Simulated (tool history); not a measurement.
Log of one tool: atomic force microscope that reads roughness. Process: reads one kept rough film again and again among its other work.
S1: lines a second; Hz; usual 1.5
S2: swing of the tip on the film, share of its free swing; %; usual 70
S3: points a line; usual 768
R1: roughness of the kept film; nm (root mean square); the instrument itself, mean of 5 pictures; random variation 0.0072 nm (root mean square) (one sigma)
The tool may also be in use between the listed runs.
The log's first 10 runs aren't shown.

run     day    S1  S2   S3     R1
 11  20.375  1.16  70  768  1.343
     20.921  -- new tip fitted
 12  23.179   1.5  70  768  1.441
 13  24.479   1.5  70  768  1.415
 14  27.375   1.5  70  768  1.338
     28.671  -- new tip fitted
 15  29.979   1.5  69  768  1.492
 16  31.192   1.5  70  736  1.455
 17  33.746  3.36  70  736  1.236
     36.304  -- new tip fitted
 18  36.304  3.36  70  736   1.38
 19  38.692   3.4  70  736  1.329
 20  40.408   3.4  70  736  1.262
 21  41.608   3.4  70  736  1.242
 22  43.833  3.74  58  844  1.301
     44.071  -- new tip fitted
 23  46.804  3.74  58  844  1.429
 24  48.667  3.74  58  844  1.378
 25  50.396   0.7  70  403   1.43
     51.829  -- new tip fitted
 26  52.042  0.78  85  847  1.498
 27  54.775  0.51  65  550  1.529
 28  56.488  1.59  80  718  1.293
 29  59.254  1.59  59  762  1.372
     59.475  -- new tip fitted
 30  60.979  3.37  65  409   1.41

Forecast each of these 5 alternatives for the next run:
  A  63.321  1.87  65  462   ?
  B  63.321   1.9  65  409   ?
  C  63.321  1.67  58  549   ?
  D  63.321  3.37  65  308   ?
  E  63.321  1.53  70  768   ?

run     R1
  A  1.433
  B  1.431
  C  1.477
  D  1.349
  E  1.425
Without the tool's hidden state the same runs would have given:
run     R1
  A  1.514
  B  1.511
  C   1.56
  D  1.424
  E  1.505
